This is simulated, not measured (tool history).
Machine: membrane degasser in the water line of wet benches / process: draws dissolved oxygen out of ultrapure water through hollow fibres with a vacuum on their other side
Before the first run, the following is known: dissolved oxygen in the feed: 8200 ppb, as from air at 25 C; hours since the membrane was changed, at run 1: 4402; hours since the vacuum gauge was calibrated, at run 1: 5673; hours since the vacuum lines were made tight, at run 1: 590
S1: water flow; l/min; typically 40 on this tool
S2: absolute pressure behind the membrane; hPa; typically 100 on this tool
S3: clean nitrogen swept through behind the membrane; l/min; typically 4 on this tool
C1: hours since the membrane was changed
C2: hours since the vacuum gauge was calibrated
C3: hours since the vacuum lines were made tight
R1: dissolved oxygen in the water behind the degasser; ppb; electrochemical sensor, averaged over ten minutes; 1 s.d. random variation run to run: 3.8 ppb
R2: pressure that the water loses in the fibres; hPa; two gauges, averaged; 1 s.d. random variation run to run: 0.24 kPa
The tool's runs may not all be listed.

run 1 day=0 | S1=40 S2=100 S3=4 | C1=4402 C2=5673 C3=590 | R1=440 R2=659.5
run 2 day=4.988 | S1=61 S2=100 S3=4 | C1=4522 C2=5793 C3=710 | R1=869 R2=1001.8
run 3 day=8.554 | S1=61 S2=100 S3=4 | C1=4607 C2=5878 C3=795 | R1=881.6 R2=999.5
run 4 day=11.812 | S1=61 S2=100 S3=4 | C1=4686 C2=5957 C3=873 | R1=874.3 R2=1006.5
run 5 day=17 | S1=61 S2=100 S3=4 | C1=4810 C2=6081 C3=998 | R1=886.2 R2=1006.3
run 6 day=21.767 | S1=61 S2=100 S3=4 | C1=4925 C2=6196 C3=1112 | R1=882.9 R2=1014.4
run 7 day=27.129 | S1=61 S2=100 S3=4 | C1=5053 C2=6324 C3=1241 | R1=884.7 R2=1007.8
run 8 day=32.15 | S1=40 S2=214 S3=4.27 | C1=5174 C2=6445 C3=1362 | R1=659.4 R2=662.4
run 9 day=37.054 | S1=26 S2=214 S3=3.48 | C1=5291 C2=6562 C3=1479 | R1=410.7 R2=432.5
run 10 day=39.338 | S1=40 S2=66 S3=3.07 | C1=5346 C2=6617 C3=1534 | R1=399.5 R2=661.2
run 11 day=44.617 | S1=35 S2=100 S3=2.29 | C1=5473 C2=6744 C3=1661 | R1=447.9 R2=585.6
run 12 day=48.317 | S1=50 S2=225 S3=4.48 | C1=5562 C2=6833 C3=1750 | R1=927.6 R2=832
run 13 day=50.804 | S1=50 S2=225 S3=4.48 | C1=5621 C2=6892 C3=1809 | R1=919.2 R2=838.7

Alternative continuations, all from the tool just after run 13; predict every row:
run A day=54.708 | S1=59 S2=225 S3=4.48 | C1=5715 C2=6986 C3=1903 | R1=? R2=?
run B day=54.708 | S1=50 S2=200 S3=4.71 | C1=5715 C2=6986 C3=1903 | R1=? R2=?
run C day=54.708 | S1=50 S2=60 S3=4.48 | C1=5715 C2=6986 C3=1903 | R1=? R2=?

run=A R1=1112 R2=984.3
run=B R1=856.1 R2=835
run=C R1=554.9 R2=837.1
Without the tool's hidden state the same runs would have given:
run=A R1=1003.1 R2=918.5
run=B R1=760.4 R2=779.3
run=C R1=453.7 R2=781.3

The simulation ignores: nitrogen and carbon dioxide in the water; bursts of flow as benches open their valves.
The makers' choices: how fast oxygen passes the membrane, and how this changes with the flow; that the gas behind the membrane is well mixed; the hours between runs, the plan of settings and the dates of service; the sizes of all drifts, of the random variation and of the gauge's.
